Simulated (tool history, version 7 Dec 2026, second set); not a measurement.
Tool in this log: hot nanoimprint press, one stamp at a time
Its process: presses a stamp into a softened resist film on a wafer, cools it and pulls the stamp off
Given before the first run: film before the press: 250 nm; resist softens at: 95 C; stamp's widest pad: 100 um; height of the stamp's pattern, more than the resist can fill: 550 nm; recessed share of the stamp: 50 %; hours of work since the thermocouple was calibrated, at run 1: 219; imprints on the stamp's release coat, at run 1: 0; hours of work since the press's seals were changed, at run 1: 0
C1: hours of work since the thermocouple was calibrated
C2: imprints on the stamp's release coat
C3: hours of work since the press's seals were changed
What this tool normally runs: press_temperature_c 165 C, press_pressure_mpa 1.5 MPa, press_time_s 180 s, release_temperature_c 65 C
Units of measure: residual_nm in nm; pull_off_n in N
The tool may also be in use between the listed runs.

run 1 hour=0 | press_temperature_c=165 press_pressure_mpa=1.5 press_time_s=180 release_temperature_c=65 | C1=219 C2=0 C3=0 | residual_nm=121.2 pull_off_n=118.8
run 2 hour=65 | press_temperature_c=165 press_pressure_mpa=1.5 press_time_s=180 release_temperature_c=65 | C1=262 C2=227 C3=43 | residual_nm=120.7 pull_off_n=124.8
-- hour=87.3 plate thermocouple calibrated
run 3 hour=128 | press_temperature_c=165 press_pressure_mpa=1.5 press_time_s=180 release_temperature_c=65 | C1=27 C2=436 C3=83 | residual_nm=125.3 pull_off_n=128.3
-- hour=159.5 stamp cleaned and given a new release coat
run 4 hour=206.5 | press_temperature_c=170 press_pressure_mpa=1.5 press_time_s=180 release_temperature_c=65 | C1=75 C2=164 C3=131 | residual_nm=102.4 pull_off_n=123.7
run 5 hour=267.3 | press_temperature_c=170 press_pressure_mpa=1.5 press_time_s=180 release_temperature_c=65 | C1=115 C2=376 C3=171 | residual_nm=102.2 pull_off_n=126.9
-- hour=317.1 stamp cleaned and given a new release coat
run 6 hour=340.1 | press_temperature_c=170 press_pressure_mpa=1.5 press_time_s=180 release_temperature_c=65 | C1=159 C2=81 C3=215 | residual_nm=101.1 pull_off_n=120.8
run 7 hour=371.7 | press_temperature_c=170 press_pressure_mpa=1.5 press_time_s=180 release_temperature_c=65 | C1=180 C2=191 C3=236 | residual_nm=101.5 pull_off_n=122.7
run 8 hour=439.1 | press_temperature_c=165 press_pressure_mpa=2.04 press_time_s=180 release_temperature_c=65 | C1=225 C2=427 C3=280 | residual_nm=104.3 pull_off_n=128
-- hour=476.3 stamp cleaned and given a new release coat
run 9 hour=505.9 | press_temperature_c=165 press_pressure_mpa=1.52 press_time_s=180 release_temperature_c=65 | C1=265 C2=103 C3=321 | residual_nm=121.5 pull_off_n=120.4
-- hour=523.3 plate thermocouple calibrated
run 10 hour=569.5 | press_temperature_c=165 press_pressure_mpa=1.52 press_time_s=180 release_temperature_c=65 | C1=31 C2=315 C3=361 | residual_nm=124.7 pull_off_n=125.2
-- hour=634.3 stamp cleaned and given a new release coat
run 11 hour=634.3 | press_temperature_c=168 press_pressure_mpa=2.1 press_time_s=180 release_temperature_c=65 | C1=69 C2=0 C3=400 | residual_nm=92.6 pull_off_n=118.4
run 12 hour=684.4 | press_temperature_c=165 press_pressure_mpa=1.5 press_time_s=203 release_temperature_c=61 | C1=103 C2=175 C3=433 | residual_nm=119.4 pull_off_n=124.6
run 13 hour=717.4 | press_temperature_c=165 press_pressure_mpa=1.5 press_time_s=203 release_temperature_c=61 | C1=124 C2=291 C3=454 | residual_nm=119.6 pull_off_n=128.6
run 14 hour=757.5 | press_temperature_c=159 press_pressure_mpa=1.48 press_time_s=351 release_temperature_c=61 | C1=151 C2=431 C3=481 | residual_nm=128.6 pull_off_n=131.1
-- hour=789.3 stamp cleaned and given a new release coat
-- hour=826.1 press's hydraulic seals changed and the load cell set to zero
run 15 hour=828.7 | press_temperature_c=164 press_pressure_mpa=1.48 press_time_s=351 release_temperature_c=61 | C1=189 C2=109 C3=2 | residual_nm=101.1 pull_off_n=123.8
run 16 hour=860.3 | press_temperature_c=164 press_pressure_mpa=1.48 press_time_s=351 release_temperature_c=61 | C1=210 C2=220 C3=23 | residual_nm=100.9 pull_off_n=123.3
run 17 hour=900.9 | press_temperature_c=166 press_pressure_mpa=1.5 press_time_s=180 release_temperature_c=65 | C1=236 C2=362 C3=49 | residual_nm=115.2 pull_off_n=126.8
-- hour=955.8 stamp cleaned and given a new release coat
-- hour=966.8 plate thermocouple calibrated
run 18 hour=985.5 | press_temperature_c=156 press_pressure_mpa=1.5 press_time_s=233 release_temperature_c=65 | C1=12 C2=93 C3=99 | residual_nm=164.9 pull_off_n=121.8
run 19 hour=1019.4 | press_temperature_c=165 press_pressure_mpa=1.02 press_time_s=166 release_temperature_c=65 | C1=35 C2=211 C3=122 | residual_nm=154.7 pull_off_n=124.7
run 20 hour=1097.1 | press_temperature_c=165 press_pressure_mpa=1.4 press_time_s=93 release_temperature_c=65 | C1=86 C2=483 C3=173 | residual_nm=156.6 pull_off_n=130

Alternative continuations, all from the tool just after run 20; predict every row:
-- hour=1113.4 stamp cleaned and given a new release coat
run A hour=1178.6 | press_temperature_c=162 press_pressure_mpa=1.01 press_time_s=180 release_temperature_c=63 | C1=136 C2=227 C3=223 | residual_nm=? pull_off_n=?
-- hour=1113.4 stamp cleaned and given a new release coat
run B hour=1178.6 | press_temperature_c=165 press_pressure_mpa=2.21 press_time_s=180 release_temperature_c=65 | C1=136 C2=227 C3=223 | residual_nm=? pull_off_n=?
-- hour=1113.4 stamp cleaned and given a new release coat
run C hour=1178.6 | press_temperature_c=165 press_pressure_mpa=1.46 press_time_s=93 release_temperature_c=65 | C1=136 C2=227 C3=223 | residual_nm=? pull_off_n=?
-- hour=1113.4 stamp cleaned and given a new release coat
run D hour=1178.6 | press_temperature_c=165 press_pressure_mpa=1.5 press_time_s=310 release_temperature_c=65 | C1=136 C2=227 C3=223 | residual_nm=? pull_off_n=?
-- hour=1113.4 stamp cleaned and given a new release coat
run E hour=1178.6 | press_temperature_c=173 press_pressure_mpa=1.5 press_time_s=180 release_temperature_c=65 | C1=136 C2=227 C3=223 | residual_nm=? pull_off_n=?

run=A residual_nm=166.3 pull_off_n=125.9
run=B residual_nm=100.8 pull_off_n=125.2
run=C residual_nm=153.4 pull_off_n=124.1
run=D residual_nm=103.9 pull_off_n=124.9
run=E residual_nm=92 pull_off_n=123.4
What these runs would have given with no unlogged condition in the tool:
run=A residual_nm=167.4 pull_off_n=121.3
run=B residual_nm=101 pull_off_n=120.6
run=C residual_nm=154.1 pull_off_n=119.5
run=D residual_nm=104.4 pull_off_n=120.3
run=E residual_nm=92.3 pull_off_n=118.8

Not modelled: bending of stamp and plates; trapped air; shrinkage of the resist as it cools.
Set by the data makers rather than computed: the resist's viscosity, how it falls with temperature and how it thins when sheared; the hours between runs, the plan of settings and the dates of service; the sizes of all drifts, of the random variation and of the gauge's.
